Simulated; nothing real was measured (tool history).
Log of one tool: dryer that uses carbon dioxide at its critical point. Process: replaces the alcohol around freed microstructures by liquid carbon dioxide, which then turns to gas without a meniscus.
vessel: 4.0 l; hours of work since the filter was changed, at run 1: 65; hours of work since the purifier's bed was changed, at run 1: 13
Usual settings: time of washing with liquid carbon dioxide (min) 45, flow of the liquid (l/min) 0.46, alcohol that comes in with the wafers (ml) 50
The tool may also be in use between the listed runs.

run   hour  time of washing with liquid carbon dioxide (min)  flow of the liquid (l/min)  alcohol that comes in with the wafers (ml)  hours of work since the filter was changed  hours of work since the purifier's bed was changed  alcohol left in the vessel before it's heated (ppm by volume)
  1      0                                                45                        0.46                                          50                                          65                                                  13                                                            150
  2   20.1                                                45                        0.46                                         108                                          72                                                  20                                                            330
  3   55.3                                                45                        0.46                                         108                                          84                                                  32                                                            339
  4   72.2                                                58                        0.46                                          50                                          89                                                  38                                                             59
  5  109.1                                                58                        0.46                                          50                                         102                                                  50                                                             54
  6  134.7                                                58                        0.46                                          50                                         110                                                  59                                                             65
  7  155.2                                                45                        0.46                                          50                                         117                                                  65                                                            176
  8  175.2                                                45                        0.46                                          50                                         124                                                  72                                                            185
  9  213.4                                                45                        0.46                                          50                                         137                                                  85                                                            193
 10  231.2                                                45                         0.3                                          50                                         143                                                  91                                                            861
 11  259.5                                                45                         0.3                                          50                                         153                                                 101                                                            863
 12  275.5                                                45                         0.3                                          50                                         158                                                 106                                                            854
     283.6  -- inlet filter changed
 13  309.7                                                45                       0.473                                          50                                           9                                                 117                                                            116
 14  334.4                                                45                       0.473                                          50                                          17                                                 126                                                            125
 15  361.5                                                45                        0.46                                          50                                          26                                                 135                                                            151
 16  380.7                                                45                       0.387                                          50                                          33                                                 141                                                            286
 17  400.9                                                45                        0.46                                          50                                          40                                                 148                                                            144
 18  436.2                                                45                        0.46                                          50                                          51                                                 160                                                            161
 19  459.2                                                45                        0.46                                          50                                          59                                                 168                                                            162
 20  479.5                                                32                       0.421                                          77                                          66                                                 174                                                           1105
 21  516.9                                                32                       0.421                                          77                                          79                                                 187                                                           1134
 22  542.8                                                41                       0.421                                          41                                          87                                                 196                                                            284
 23  565.7                                                41                       0.421                                          41                                          95                                                 204                                                            296
 24  589.5                                                41                       0.421                                          41                                         103                                                 212                                                            314
 25  625.7                                                43                       0.442                                         112                                         115                                                 224                                                            553
 26  652.2                                                43                       0.302                                          44                                         124                                                 233                                                            792
 27  673.7                                                45                       0.354                                          50                                         132                                                 240                                                            516
 28  703.4                                                38                       0.283                                          41                                         142                                                 250                                                           1238
 29  727.1                                                29                       0.312                                          52                                         150                                                 258                                                           2136
 30  751.7                                                27                       0.493                                          50                                         158                                                 266                                                            912
     761.4  -- inlet filter changed
 31  783.7                                                35                       0.517                                          50                                           7                                                 277                                                            243
 32  799.9                                                36                       0.769                                          50                                          13                                                 282                                                             55
 33  835.8                                                29                        0.46                                          50                                          25                                                 294                                                            669
 34  863.4                                                29                        0.46                                          50                                          34                                                 304                                                            681
 35  901.7                                                29                        0.46                                          50                                          47                                                 316                                                            695
 36  917.7                                                52                       0.562                                          26                                          53                                                 322                                                             60
 37  951.3                                                52                       0.464                                          88                                          64                                                 333                                                            170

4 ways to go on from here, each from the tool as it stands after run 37. What would each give?
  A  982.9                                                52                       0.741                                          88                                          75                                                 344                                                              ?
  B  982.9                                                45                        0.46                                          27                                          75                                                 344                                                              ?
  C  982.9                                                46                       0.371                                          65                                          75                                                 344                                                              ?
  D  982.9                                                47                        0.69                                          67                                          75                                                 344                                                              ?

run  alcohol left in the vessel before it's heated (ppm by volume)
  A                                                             43
  B                                                            124
  C                                                            452
  D                                                             60
Without the tool's hidden state the same runs would have given:
run  alcohol left in the vessel before it's heated (ppm by volume)
  A                                                              4
  B                                                             66
  C                                                            335
  D                                                             18

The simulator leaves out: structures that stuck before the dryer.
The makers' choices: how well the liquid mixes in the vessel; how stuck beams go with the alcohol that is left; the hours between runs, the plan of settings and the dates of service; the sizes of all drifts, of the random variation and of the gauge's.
